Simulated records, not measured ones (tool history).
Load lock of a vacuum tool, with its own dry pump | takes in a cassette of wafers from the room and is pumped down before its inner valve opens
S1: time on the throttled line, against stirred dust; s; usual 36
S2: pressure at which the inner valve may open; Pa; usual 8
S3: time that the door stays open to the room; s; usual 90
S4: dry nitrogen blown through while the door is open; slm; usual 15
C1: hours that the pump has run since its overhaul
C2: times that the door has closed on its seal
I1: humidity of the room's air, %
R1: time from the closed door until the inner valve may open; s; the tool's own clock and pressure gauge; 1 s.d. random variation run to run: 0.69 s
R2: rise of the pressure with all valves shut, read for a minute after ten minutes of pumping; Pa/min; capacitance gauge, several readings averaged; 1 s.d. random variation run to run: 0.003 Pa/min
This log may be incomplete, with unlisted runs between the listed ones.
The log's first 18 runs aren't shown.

run	hour	S1	S2	S3	S4	C1	C2	I1	R1	R2
19	6118.2	36	14	90	15	4500	13770	48.3	104.3	0.214
20	6379.7	36	14	32	15	4761	14359	42.9	104.0	0.213
21	6924.1	36	8	90	15	5306	15586	45.0	108.9	0.246
22	7208.0	36	8	90	15	5589	16225	45.8	109.6	0.257
23	7455.8	28	8	90	15	5837	16784	48.8	103.3	0.268
24	7938.1	36	9	90	42	6320	17870	45.9	107.7	0.283
25	8440.2	36	9	90	42	6822	19001	47.3	110.7	0.303
26	8803.0	36	9	90	42	7184	19819	47.3	110.1	0.318
27	9248.6	27	8	90	30	7630	20822	45.4	105.3	0.348
28	9716.9	27	8	90	36	8098	21878	45.7	106.3	0.365
29	10192.2	29	7	115	21	8574	22948	44.2	108.5	0.407
30	10700.2	29	8	115	4	9082	24093	46.9	109.5	0.450
31	11129.9	36	14	99	10	9511	25061	46.4	107.4	0.461
32	11629.3	42	14	99	10	10011	26186	44.9	113.2	0.483
33	12025.3	35	8	90	5	10407	27078	46.8	113.9	0.524

The next listed run, before its measurement:
34	12268.5	35	8	90	5	10650	27626	45.2	?	?

Run 34 yielded R1 113.5 s, R2 0.549 Pa/min.
If the tool had no hidden condition, the same run with the same run-to-run variation would have returned R1 102.4 s, R2 0.051 Pa/min.

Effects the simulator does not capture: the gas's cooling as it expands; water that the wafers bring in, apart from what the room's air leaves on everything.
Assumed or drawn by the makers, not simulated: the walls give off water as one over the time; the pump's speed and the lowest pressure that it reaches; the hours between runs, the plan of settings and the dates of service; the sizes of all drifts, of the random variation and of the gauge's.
